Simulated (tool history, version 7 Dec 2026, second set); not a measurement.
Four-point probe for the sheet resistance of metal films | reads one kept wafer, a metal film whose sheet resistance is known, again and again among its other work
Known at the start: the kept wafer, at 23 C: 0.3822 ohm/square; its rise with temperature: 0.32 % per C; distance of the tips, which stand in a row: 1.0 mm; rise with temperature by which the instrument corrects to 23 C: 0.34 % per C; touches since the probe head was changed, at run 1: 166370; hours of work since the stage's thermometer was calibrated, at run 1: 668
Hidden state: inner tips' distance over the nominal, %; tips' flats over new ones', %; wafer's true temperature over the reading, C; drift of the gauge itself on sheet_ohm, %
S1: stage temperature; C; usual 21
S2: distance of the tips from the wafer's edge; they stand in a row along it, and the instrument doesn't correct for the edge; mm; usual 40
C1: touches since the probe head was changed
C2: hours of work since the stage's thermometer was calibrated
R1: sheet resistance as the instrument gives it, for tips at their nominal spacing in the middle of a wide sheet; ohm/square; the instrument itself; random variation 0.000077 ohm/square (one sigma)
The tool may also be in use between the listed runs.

run 1 hour=0.0 | S1=21 S2=40 | C1=166370 C2=668 | R1=0.387861
run 2 hour=74.2 | S1=21 S2=5 | C1=171248 C2=725 | R1=0.395914
run 3 hour=129.1 | S1=21 S2=5 | C1=174854 C2=767 | R1=0.395974
run 4 hour=203.4 | S1=21 S2=23 | C1=179739 C2=824 | R1=0.388250
run 5 hour=243.8 | S1=32 S2=40 | C1=182394 C2=855 | R1=0.386851
run 6 hour=292.2 | S1=32 S2=40 | C1=185575 C2=892 | R1=0.387029
run 7 hour=365.5 | S1=21 S2=11 | C1=190393 C2=949 | R1=0.389919
run 8 hour=405.6 | S1=21 S2=11 | C1=193032 C2=979 | R1=0.389971
run 9 hour=443.8 | S1=21 S2=11 | C1=195540 C2=1009 | R1=0.390194
run 10 hour=508.9 | S1=20 S2=11 | C1=199822 C2=1059 | R1=0.390261
run 11 hour=549.8 | S1=21 S2=40 | C1=202510 C2=1090 | R1=0.388484
run 12 hour=603.4 | S1=21 S2=40 | C1=206031 C2=1131 | R1=0.388544
run 13 hour=637.8 | S1=21 S2=40 | C1=208289 C2=1158 | R1=0.388450
run 14 hour=678.4 | S1=21 S2=40 | C1=210963 C2=1189 | R1=0.388751
run 15 hour=720.8 | S1=21 S2=40 | C1=213747 C2=1222 | R1=0.388715
-- hour=733.8 stage's thermometer calibrated
run 16 hour=752.6 | S1=29 S2=40 | C1=215805 C2=14 | R1=0.388400
-- hour=779.3 new probe head fitted
run 17 hour=802.1 | S1=29 S2=40 | C1=1498 C2=52 | R1=0.381193
run 18 hour=865.0 | S1=26 S2=40 | C1=5630 C2=100 | R1=0.381560
run 19 hour=909.1 | S1=26 S2=53 | C1=8532 C2=134 | R1=0.381582
run 20 hour=959.7 | S1=26 S2=53 | C1=11854 C2=173 | R1=0.381717
run 21 hour=1015.2 | S1=21 S2=40 | C1=15507 C2=216 | R1=0.382432
run 22 hour=1080.0 | S1=25 S2=40 | C1=19766 C2=265 | R1=0.382006
run 23 hour=1119.2 | S1=19 S2=10 | C1=22340 C2=295 | R1=0.384530
run 24 hour=1188.7 | S1=26 S2=30 | C1=26908 C2=349 | R1=0.382028
run 25 hour=1231.5 | S1=28 S2=5 | C1=29725 C2=382 | R1=0.389772
run 26 hour=1283.1 | S1=27 S2=5 | C1=33115 C2=421 | R1=0.389927
run 27 hour=1323.1 | S1=27 S2=71 | C1=35741 C2=452 | R1=0.381995
run 28 hour=1388.3 | S1=27 S2=71 | C1=40030 C2=502 | R1=0.382069
run 29 hour=1430.4 | S1=21 S2=15 | C1=42797 C2=535 | R1=0.383665
run 30 hour=1462.5 | S1=26 S2=20 | C1=44905 C2=559 | R1=0.382656
run 31 hour=1501.1 | S1=32 S2=21 | C1=47440 C2=589 | R1=0.382073
run 32 hour=1572.6 | S1=30 S2=13 | C1=52143 C2=644 | R1=0.383243
run 33 hour=1605.3 | S1=19 S2=8 | C1=54293 C2=669 | R1=0.386450
run 34 hour=1659.8 | S1=19 S2=8 | C1=57876 C2=711 | R1=0.386486
run 35 hour=1693.1 | S1=18 S2=12 | C1=60061 C2=737 | R1=0.384934
run 36 hour=1731.9 | S1=21 S2=5 | C1=62613 C2=766 | R1=0.391333
run 37 hour=1761.9 | S1=29 S2=12 | C1=64585 C2=790 | R1=0.383818
run 38 hour=1797.3 | S1=21 S2=13 | C1=66914 C2=817 | R1=0.384473
run 39 hour=1830.0 | S1=21 S2=13 | C1=69059 C2=842 | R1=0.384476
run 40 hour=1864.9 | S1=29 S2=32 | C1=71354 C2=869 | R1=0.382662
run 41 hour=1900.3 | S1=29 S2=32 | C1=73682 C2=896 | R1=0.382774
run 42 hour=1963.6 | S1=29 S2=32 | C1=77841 C2=945 | R1=0.382874
run 43 hour=2012.3 | S1=34 S2=74 | C1=81041 C2=982 | R1=0.382189
run 44 hour=2058.0 | S1=29 S2=58 | C1=84047 C2=1017 | R1=0.382722

3 ways to go on from here, each from the tool as it stands after run 44. What would each give?
run A hour=2124.8 | S1=28 S2=58 | C1=88436 C2=1068 | R1=?
run B hour=2124.8 | S1=21 S2=22 | C1=88436 C2=1068 | R1=?
run C hour=2124.8 | S1=24 S2=11 | C1=88436 C2=1068 | R1=?

run=A R1=0.382979
run=B R1=0.384252
run=C R1=0.385046
Without the tool's hidden state the same runs would have given:
run=A R1=0.381676
run=B R1=0.382952
run=C R1=0.383740
